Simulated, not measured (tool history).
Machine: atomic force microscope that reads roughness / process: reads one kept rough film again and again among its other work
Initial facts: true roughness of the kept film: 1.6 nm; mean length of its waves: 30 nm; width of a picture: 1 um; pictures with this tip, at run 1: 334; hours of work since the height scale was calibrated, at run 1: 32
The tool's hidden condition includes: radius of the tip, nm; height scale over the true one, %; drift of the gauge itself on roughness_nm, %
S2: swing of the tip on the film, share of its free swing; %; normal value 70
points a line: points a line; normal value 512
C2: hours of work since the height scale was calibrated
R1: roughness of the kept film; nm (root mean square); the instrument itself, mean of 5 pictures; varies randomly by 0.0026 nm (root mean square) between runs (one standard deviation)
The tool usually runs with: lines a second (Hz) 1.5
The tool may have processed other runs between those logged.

{"run": 1, "hour": 0.0, "lines a second (Hz)": 1.5, "S2": 70, "points a line": 512, "pictures with this tip": 334, "C2": 32, "R1": 1.366}
{"hour": 11.9, "done": "new tip fitted"}
{"run": 2, "hour": 27.4, "lines a second (Hz)": 1.5, "S2": 70, "points a line": 512, "pictures with this tip": 21, "C2": 48, "R1": 1.41}
{"run": 3, "hour": 52.5, "lines a second (Hz)": 1.5, "S2": 70, "points a line": 512, "pictures with this tip": 57, "C2": 64, "R1": 1.408}
{"run": 4, "hour": 82.4, "lines a second (Hz)": 1.5, "S2": 70, "points a line": 512, "pictures with this tip": 98, "C2": 82, "R1": 1.402}
{"run": 5, "hour": 115.1, "lines a second (Hz)": 1.5, "S2": 70, "points a line": 512, "pictures with this tip": 144, "C2": 102, "R1": 1.399}
{"run": 6, "hour": 140.2, "lines a second (Hz)": 1.5, "S2": 70, "points a line": 512, "pictures with this tip": 179, "C2": 117, "R1": 1.387}
{"run": 7, "hour": 172.3, "lines a second (Hz)": 1.5, "S2": 70, "points a line": 512, "pictures with this tip": 224, "C2": 137, "R1": 1.385}
{"run": 8, "hour": 195.6, "lines a second (Hz)": 1.5, "S2": 70, "points a line": 512, "pictures with this tip": 256, "C2": 151, "R1": 1.379}
{"run": 9, "hour": 214.7, "lines a second (Hz)": 1.5, "S2": 70, "points a line": 885, "pictures with this tip": 283, "C2": 163, "R1": 1.381}
{"run": 10, "hour": 244.5, "lines a second (Hz)": 1.5, "S2": 70, "points a line": 512, "pictures with this tip": 325, "C2": 181, "R1": 1.374}
{"hour": 247.3, "done": "height scale calibrated on a step standard"}
{"run": 11, "hour": 260.0, "lines a second (Hz)": 1.5, "S2": 82, "points a line": 448, "pictures with this tip": 345, "C2": 8, "R1": 1.279}
{"hour": 263.4, "done": "new tip fitted"}
{"run": 12, "hour": 280.3, "lines a second (Hz)": 0.82, "S2": 82, "points a line": 391, "pictures with this tip": 24, "C2": 20, "R1": 1.408}

Forecast run 13:
{"run": 13, "hour": 296.1, "lines a second (Hz)": 2.82, "S2": 61, "points a line": 618, "pictures with this tip": 46, "C2": 30, "R1": "?"}

Run 13 measured R1 1.405 nm (root mean square).
On a tool with no hidden condition, and with the same random variation, this run would have come out at R1 1.409 nm (root mean square).
